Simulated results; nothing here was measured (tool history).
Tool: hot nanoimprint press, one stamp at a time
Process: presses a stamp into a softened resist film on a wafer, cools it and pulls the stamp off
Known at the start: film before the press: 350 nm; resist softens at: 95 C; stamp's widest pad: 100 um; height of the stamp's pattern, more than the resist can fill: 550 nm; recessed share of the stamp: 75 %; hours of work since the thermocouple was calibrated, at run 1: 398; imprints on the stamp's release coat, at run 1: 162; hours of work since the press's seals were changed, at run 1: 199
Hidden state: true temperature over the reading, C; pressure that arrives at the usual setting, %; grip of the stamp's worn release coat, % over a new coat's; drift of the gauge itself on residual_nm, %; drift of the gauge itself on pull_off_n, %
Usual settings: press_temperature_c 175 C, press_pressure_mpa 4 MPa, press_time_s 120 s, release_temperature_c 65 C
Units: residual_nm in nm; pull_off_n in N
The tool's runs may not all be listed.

run,hour,press_temperature_c,press_pressure_mpa,press_time_s,release_temperature_c,hours of work since the thermocouple was calibrated,imprints on the stamp's release coat,hours of work since the press's seals were changed,residual_nm,pull_off_n
1,0,175,4,120,65,398,162,199,147.5,105
2,29.4,175,4,120,65,421,287,222,147.6,112
3,59.1,175,4,120,62,443,414,244,144.7,119
4,86.5,175,4,120,62,464,531,265,143.7,121
5,105,175,4,120,65,478,610,279,145.6,118
# hour 124: plate thermocouple calibrated
6,128.8,175,4,120,65,4,699,295,136.6,116
7,144,175,4,120,65,15,764,306,138.8,119
8,166.6,175,4,120,65,32,860,323,138.4,122
9,189,175,4,120,65,49,956,340,139.8,123
# hour 209.4: stamp cleaned and given a new release coat
10,212.2,175,4,120,65,62,12,353,136.8,101
11,237.7,175,4,120,65,82,121,373,138,103
12,252.9,175,4,120,65,93,186,384,139,104
# hour 263.3: plate thermocouple calibrated, once more
13,282.4,175,4,120,65,14,299,404,155.2,112
14,297.3,175,4,120,65,26,363,415,155.4,109
15,318.3,175,4,120,65,42,453,431,155.4,117
16,333.8,175,4,120,65,53,519,443,156.2,118
17,351.1,175,4,120,51,66,592,456,153.3,140
18,378.6,169,4,150,65,87,710,477,179.1,121
19,401.4,172,6.09,120,65,105,807,494,137.7,124
20,428.7,172,6.09,120,65,125,924,515,136.2,130
# hour 455.9: stamp cleaned and given a new release coat
21,461.5,171,3.5,120,73,146,24,535,186.5,94
22,478.4,164,3.39,120,70,158,96,548,236,99
23,504.4,164,3.39,120,70,178,207,568,237.7,104
24,517.1,164,3.39,120,70,188,262,577,239.7,103
# hour 532.7: press's hydraulic seals changed and the load cell set to zero
25,539,175,6.33,138,66,198,321,5,109.7,112
26,555.4,175,3.15,67,66,211,391,17,203.8,115
27,582.8,175,3.15,67,66,231,508,38,204.5,117
28,606.1,180,4,120,65,249,607,56,123.7,121
29,625.9,175,4,167,65,264,692,71,132.1,122

Hidden state at the last listed run before each entry between runs and at the first one after, where it differs:
Between runs 5 and 6: plate thermocouple calibrated (hour 124)
  true temperature over the reading, C: 2.15 -> 3.27; pressure that arrives at the usual setting, %: 99.32 -> 99.29; grip of the stamp's worn release coat, % over a new coat's: 14.8 -> 17
  measured less the result without the state, residual_nm: -11.3 -> -16.7 nm; pull_off_n: +13 -> +14 N
Between runs 9 and 10: stamp cleaned and given a new release coat (hour 209.4)
  true temperature over the reading, C: 3.48 -> 3.55; pressure that arrives at the usual setting, %: 99.19 -> 99.16; grip of the stamp's worn release coat, % over a new coat's: 23.4 -> 0.3
  measured less the result without the state, residual_nm: -18.2 -> -18.3 nm; pull_off_n: +19 -> -3 N
Between runs 12 and 13: plate thermocouple calibrated, once more (hour 263.3)
  true temperature over the reading, C: 3.69 -> 0.24; pressure that arrives at the usual setting, %: 99.1 -> 99.05; grip of the stamp's worn release coat, % over a new coat's: 4.5 -> 7.2
  measured less the result without the state, residual_nm: -19.3 -> -0.6 nm; pull_off_n: +0 -> +8 N
Between runs 20 and 21: stamp cleaned and given a new release coat (hour 455.9)
  true temperature over the reading, C: 0.81 -> 0.9; pressure that arrives at the usual setting, %: 98.81 -> 98.76; grip of the stamp's worn release coat, % over a new coat's: 22.6 -> 0.6
  measured less the result without the state, residual_nm: -2.9 -> -4.9 nm; pull_off_n: +23 -> +0 N
Between runs 24 and 25: press's hydraulic seals changed and the load cell set to zero (hour 532.7)
  true temperature over the reading, C: 1.11 -> 1.16; pressure that arrives at the usual setting, %: 98.67 -> 99.71; grip of the stamp's worn release coat, % over a new coat's: 6.3 -> 7.8
  measured less the result without the state, residual_nm: -6.9 -> -4.7 nm; pull_off_n: +5 -> +7 N

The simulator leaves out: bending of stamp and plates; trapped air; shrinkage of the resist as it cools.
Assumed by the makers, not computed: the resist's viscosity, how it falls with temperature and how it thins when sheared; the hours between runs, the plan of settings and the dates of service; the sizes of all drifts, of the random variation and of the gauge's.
